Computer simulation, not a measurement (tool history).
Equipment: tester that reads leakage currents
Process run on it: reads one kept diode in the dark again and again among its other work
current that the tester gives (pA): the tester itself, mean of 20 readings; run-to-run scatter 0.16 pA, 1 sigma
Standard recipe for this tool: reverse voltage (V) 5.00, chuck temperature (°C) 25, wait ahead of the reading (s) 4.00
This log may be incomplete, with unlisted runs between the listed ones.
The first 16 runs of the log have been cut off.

run	day	reverse voltage (V)	chuck temperature (°C)	wait ahead of the reading (s)	hours of work since the probe card was cleaned	hours of work since the tester was calibrated	hours of work since the chuck was calibrated	current that the tester gives (pA)
17	14.542	11.14	25	0.46	2305	667	743	89.45
# day 15.858: chuck's temperature calibrated
18	15.883	5.00	25	4.00	2325	688	0	54.68
19	17.029	1.01	25	4.00	2344	707	19	32.12
20	18.146	9.58	22	0.74	2362	725	37	60.43
21	19.167	2.00	30	0.74	2379	742	54	58.15
22	20.192	3.63	30	7.48	2396	759	71	70.32
23	20.904	1.07	30	0.33	2408	770	83	48.51
24	21.854	1.07	30	1.28	2423	786	98	47.84
25	22.812	3.18	38	0.36	2439	802	114	120.60
26	23.488	3.18	38	0.36	2450	813	125	120.57
27	24.342	1.43	30	3.42	2464	827	139	52.72
28	25.125	5.00	25	0.46	2477	840	152	59.20
29	26.342	2.49	40	0.95	2497	860	172	126.70
30	26.888	1.02	25	4.00	2506	869	181	33.11
31	27.967	12.39	32	0.69	2523	886	199	131.15
32	29.012	1.24	51	2.36	2541	903	216	210.58
33	29.904	16.05	49	0.39	2555	918	230	424.50
34	31.025	7.82	55	4.52	2574	936	249	479.47
35	31.921	7.82	23	4.52	2588	951	263	59.96

Predict each of these 3 candidate next runs independently; none follows another, all start after run 35:
A	33.092	5.00	53	3.73	2607	970	283	?
B	33.092	7.82	32	4.52	2607	970	283	?
C	33.092	7.82	53	4.21	2607	970	283	?

run	current that the tester gives (pA)
A	370.69
B	109.86
C	426.62
Had the tool no hidden state, the same runs would have come out as:
run	current that the tester gives (pA)
A	348.79
B	97.29
C	399.62
